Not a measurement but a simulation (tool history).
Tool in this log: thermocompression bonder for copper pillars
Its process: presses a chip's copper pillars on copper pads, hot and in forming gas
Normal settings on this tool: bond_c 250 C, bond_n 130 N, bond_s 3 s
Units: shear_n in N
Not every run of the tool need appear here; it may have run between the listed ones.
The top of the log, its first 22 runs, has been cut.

run	hour	bond_c	bond_n	bond_s	shear_n
23	846.5	263	158	6	86.6
24	889.1	238	159	6	76.4
25	938.6	227	93	3	40.3
26	993.7	260	126	3	73.4
27	1026.8	260	126	3	75.4
28	1060.2	250	87	4	60.9
29	1096.9	266	87	4	71.2
30	1132.3	235	87	5	53.1

Here are 4 independent what-if runs from the current tool condition. What would each one return?
A	1159.6	251	92	6	?
B	1159.6	236	97	3	?
C	1159.6	278	120	2	?
D	1159.6	229	130	3	?

run	shear_n
A	69.5
B	47.9
C	77.1
D	51.3
With no hidden state in the tool, these same runs would have given:
run	shear_n
A	69.7
B	48
C	77.2
D	51.4
